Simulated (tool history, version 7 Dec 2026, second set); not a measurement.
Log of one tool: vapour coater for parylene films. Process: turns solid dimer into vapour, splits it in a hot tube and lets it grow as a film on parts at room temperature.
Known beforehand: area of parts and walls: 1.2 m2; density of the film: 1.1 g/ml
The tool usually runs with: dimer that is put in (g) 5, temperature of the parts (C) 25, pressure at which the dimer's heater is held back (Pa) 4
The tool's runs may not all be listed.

run,day,dimer that is put in (g),temperature of the parts (C),pressure at which the dimer's heater is held back (Pa),thickness of the film (um)
1,0,5,25,4,2.17
2,0.767,5,25,4,2.15
3,1.575,5,25,4,2.13
4,2.196,5,25,4,2.1
5,2.767,5,25,4,2.1
6,3.696,5,25,4,2.13
7,4.454,5,25,4,2.13
8,5.483,5,25,4,2.1
9,6.429,4,25,4,1.65
10,7.517,4,25,4,1.69
11,8.283,5,25,4,2.09
12,9.004,5,25,4,2.1
13,10.083,3,25,4,1.26
14,10.729,3,25,4,1.23
15,11.408,3,25,4.81,1.21
16,12.517,3,25,2.16,1.24
17,13.5,5,25,2.51,2.04
18,14.512,5,25,2.51,2.04
19,15.225,4,26,4.01,1.5
20,16.375,4,27,4.34,1.42
21,17.088,4,24,3.24,1.66
22,18.262,4,24,3.24,1.66
23,18.954,4,24,6.42,1.59
24,19.596,6,25,9.54,2.21
25,20.392,6,25,9.54,2.17
26,21.092,5,25,9.04,1.83
27,22.129,3,21,10.78,1.28
28,23,3,23,7.94,1.21
29,23.908,2,25,3.49,0.77
30,24.808,8,23,4,3.28
# day 25.792: trap's valve overhauled
31,25.796,2,36,5.46,0.49
32,26.796,5,36,7.97,1.27
33,27.304,4,25,2.3,1.8
34,28.258,5,36,4,1.32

Run 35, settings as shown, results not yet in. Your forecast:
35,28.838,3,23,9.52,?

{"run 35": {"thickness of the film (um)": 1.35}}
Without the tool's hidden state the same run would have given thickness of the film (um) 1.35.
